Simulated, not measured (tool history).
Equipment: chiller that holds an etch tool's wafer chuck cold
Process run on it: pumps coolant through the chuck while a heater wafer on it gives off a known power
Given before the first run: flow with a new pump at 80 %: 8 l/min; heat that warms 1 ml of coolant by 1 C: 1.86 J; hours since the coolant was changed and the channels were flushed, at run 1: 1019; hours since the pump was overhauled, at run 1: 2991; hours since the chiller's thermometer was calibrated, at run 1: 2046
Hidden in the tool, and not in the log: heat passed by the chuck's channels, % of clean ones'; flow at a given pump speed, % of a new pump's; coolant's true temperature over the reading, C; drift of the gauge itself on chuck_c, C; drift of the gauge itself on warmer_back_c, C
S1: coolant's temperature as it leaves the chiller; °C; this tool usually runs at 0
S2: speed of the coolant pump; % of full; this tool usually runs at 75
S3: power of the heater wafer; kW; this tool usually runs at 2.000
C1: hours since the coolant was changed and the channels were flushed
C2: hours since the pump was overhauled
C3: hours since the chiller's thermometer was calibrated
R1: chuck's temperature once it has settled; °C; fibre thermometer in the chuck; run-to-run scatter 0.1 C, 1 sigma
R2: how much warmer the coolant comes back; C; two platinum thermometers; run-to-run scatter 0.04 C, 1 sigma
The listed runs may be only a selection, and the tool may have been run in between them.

run 1 hour=0.0 | S1=0 S2=75 S3=2.000 | C1=1019 C2=2991 C3=2046 | R1=18.4 R2=9.00
run 2 hour=58.7 | S1=0 S2=75 S3=2.000 | C1=1078 C2=3049 C3=2105 | R1=18.7 R2=9.00
run 3 hour=137.1 | S1=0 S2=75 S3=2.000 | C1=1156 C2=3128 C3=2183 | R1=18.7 R2=9.06
run 4 hour=182.3 | S1=0 S2=75 S3=2.000 | C1=1201 C2=3173 C3=2228 | R1=18.7 R2=8.97
run 5 hour=261.3 | S1=0 S2=75 S3=2.000 | C1=1280 C2=3252 C3=2307 | R1=18.7 R2=9.13
run 6 hour=304.1 | S1=0 S2=75 S3=2.000 | C1=1323 C2=3295 C3=2350 | R1=18.7 R2=9.08
run 7 hour=361.8 | S1=0 S2=75 S3=2.000 | C1=1381 C2=3352 C3=2408 | R1=18.8 R2=9.00
run 8 hour=420.5 | S1=0 S2=75 S3=2.000 | C1=1439 C2=3411 C3=2466 | R1=18.8 R2=9.01
run 9 hour=473.8 | S1=0 S2=75 S3=2.000 | C1=1493 C2=3464 C3=2520 | R1=18.6 R2=9.05
run 10 hour=535.8 | S1=0 S2=96 S3=2.000 | C1=1555 C2=3526 C3=2582 | R1=15.8 R2=6.99
run 11 hour=594.5 | S1=0 S2=96 S3=2.000 | C1=1613 C2=3585 C3=2640 | R1=15.6 R2=6.95
run 12 hour=636.1 | S1=0 S2=96 S3=2.000 | C1=1655 C2=3627 C3=2682 | R1=15.7 R2=7.03
run 13 hour=685.3 | S1=5 S2=75 S3=2.000 | C1=1704 C2=3676 C3=2731 | R1=24.0 R2=9.10
run 14 hour=759.2 | S1=0 S2=75 S3=2.000 | C1=1778 C2=3750 C3=2805 | R1=18.9 R2=9.05
run 15 hour=801.0 | S1=0 S2=75 S3=1.184 | C1=1820 C2=3792 C3=2847 | R1=11.1 R2=5.43
run 16 hour=836.8 | S1=-5 S2=85 S3=2.000 | C1=1856 C2=3827 C3=2883 | R1=12.3 R2=8.02
run 17 hour=887.4 | S1=3 S2=90 S3=1.381 | C1=1906 C2=3878 C3=2933 | R1=14.3 R2=5.23
run 18 hour=950.3 | S1=-7 S2=64 S3=1.381 | C1=1969 C2=3941 C3=2996 | R1=7.5 R2=7.44
run 19 hour=986.3 | S1=-7 S2=73 S3=1.119 | C1=2005 C2=3977 C3=3032 | R1=3.8 R2=5.20
run 20 hour=1031.4 | S1=-3 S2=78 S3=1.085 | C1=2050 C2=4022 C3=3077 | R1=6.9 R2=4.79
run 21 hour=1082.7 | S1=7 S2=80 S3=1.506 | C1=2102 C2=4073 C3=3129 | R1=20.5 R2=6.42
run 22 hour=1155.1 | S1=7 S2=80 S3=1.506 | C1=2174 C2=4146 C3=3201 | R1=20.6 R2=6.42
run 23 hour=1189.5 | S1=7 S2=80 S3=1.076 | C1=2208 C2=4180 C3=3235 | R1=16.6 R2=4.63
run 24 hour=1264.9 | S1=-7 S2=75 S3=1.329 | C1=2284 C2=4256 C3=3311 | R1=5.5 R2=6.08
run 25 hour=1320.7 | S1=-7 S2=82 S3=1.403 | C1=2340 C2=4311 C3=3367 | R1=5.4 R2=5.89
run 26 hour=1364.5 | S1=-7 S2=88 S3=1.403 | C1=2383 C2=4355 C3=3410 | R1=4.9 R2=5.47

Run 27 is up next; what results do you expect?
run 27 hour=1429.9 | S1=10 S2=97 S3=1.078 | C1=2449 C2=4421 C3=3476 | R1=? R2=?

R1: 18.4 °C
R2: 3.79 C
Had the tool carried no hidden state, the very same run would have given R1 18.1 °C, R2 3.55 C.
